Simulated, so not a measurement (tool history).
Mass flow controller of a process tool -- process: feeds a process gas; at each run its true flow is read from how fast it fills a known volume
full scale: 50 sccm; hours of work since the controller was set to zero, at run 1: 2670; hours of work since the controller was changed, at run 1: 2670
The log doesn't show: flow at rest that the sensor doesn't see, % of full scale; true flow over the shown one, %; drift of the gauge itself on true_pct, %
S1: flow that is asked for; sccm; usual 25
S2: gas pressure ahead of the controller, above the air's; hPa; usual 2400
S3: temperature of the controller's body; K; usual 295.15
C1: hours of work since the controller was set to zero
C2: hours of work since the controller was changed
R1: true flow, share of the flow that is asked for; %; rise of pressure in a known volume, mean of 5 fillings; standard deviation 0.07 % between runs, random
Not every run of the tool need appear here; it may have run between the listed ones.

run      day  S1    S2      S3    C1    C2      R1
  1        0  25  2400  295.15  2670  2670   98.75
  2    5.283  25  2400  295.15  2760  2760   98.75
  3    9.583  25  2400  295.15  2833  2833   98.74
  4   15.208  25  2400  295.15  2928  2928   98.84
  5   18.817  25  2400  295.15  2990  2990    98.9
  6   23.612  13  2400  295.15  3071  3071   98.88
  7   28.708  25  2400  299.15  3158  3158    98.5
  8   34.575  25  2400  299.15  3258  3258   98.66
  9   40.471  25  2400  299.15  3358  3358   98.72
 10   45.875   5  2400  299.15  3450  3450  100.99
 11   50.946   5  2400  299.15  3536  3536  100.87
 12   54.517   5  2400  300.15  3597  3597  101.06
 13   60.846   5  2400  300.15  3705  3705  101.03
 14   66.371  25  2400  295.15  3799  3799   98.94
 15   72.771  25  2400  295.15  3908  3908   99.02
 16     78.3  25  2400  304.15  4002  4002   98.37
 17   84.342  21  2400  295.15  4105  4105   98.89
 18   90.508  21  2400  295.15  4209  4209   99.05
 19   96.492  21  2400  295.15  4311  4311   98.87
 20  103.312  25  2400  295.15  4427  4427   98.88
 21   107.85  25  2400  298.15  4504  4504   98.81
 22  110.929  25  2400  298.15  4557  4557   98.87
 23  118.025  25  2400  295.15  4678  4678   98.99
 24  123.312  25  2400  303.15  4768  4768   98.49
 25  129.692   9  1920  308.15  4876  4876   99.43
 26  137.029   9  1920  308.15  5001  5001   99.53
 27  140.242   6  2170  296.15  5056  5056  101.71
 28  143.938   6  2170  296.15  5118  5118  101.67
 29  147.071  22  2570  296.15  5172  5172   98.83
 30  151.321  45  2150  297.15  5244  5244   99.69
     152.033  -- controller's zero set anew
 31  155.017  45  2510  306.15    51  5307   99.21
 32  161.979   9  2500  305.15   169  5425  100.14
 33  168.621   9  2500  305.15   282  5538  100.21
 34  172.158  19  2500  309.15   342  5598   98.38
 35  178.346  42  1600  304.15   448  5703    99.4
     183.471  -- controller's zero set anew, once more
 36  185.333  46  2400  307.15    32  5822   98.39
 37  191.975  46  2400  307.15   145  5935   98.29
 38  195.925  46  2400  307.15   212  6002   98.33
 39  200.346  22  1650  310.15   287  6077    96.9
 40  207.225  22  1650  310.15   404  6194   96.87
 41  210.712  22  1650  310.15   463  6254   96.85
 42  214.825  11  2400  301.15   533  6324   96.63
 43  221.588  27  2620  309.15   648  6439   97.06
 44  224.896  40  2170  295.15   705  6495   98.75
 45  228.312  28  2400  295.15   763  6553   98.05
 46  233.671   9  1950  304.15   854  6644   96.78
 47  238.058   9  1420  301.15   929  6719   97.18

Entry by entry between the runs, the difference in hidden state between the last listed run before and the first listed run after:
From run 30 to run 31: controller's zero set anew (day 152.033)
  flow at rest that the sensor doesn't see, % of full scale: 0.623 -> 0.704; true flow over the shown one, %: -0.71 -> -0.72
  measured result minus the result with no hidden state, R1: -0.02 -> +0.06 %
From run 35 to run 36: controller's zero set anew, once more (day 183.471)
  flow at rest that the sensor doesn't see, % of full scale: 0.745 -> 0.008; true flow over the shown one, %: -0.77 -> -0.78
  measured result minus the result with no hidden state, R1: +0.12 -> -0.78 %

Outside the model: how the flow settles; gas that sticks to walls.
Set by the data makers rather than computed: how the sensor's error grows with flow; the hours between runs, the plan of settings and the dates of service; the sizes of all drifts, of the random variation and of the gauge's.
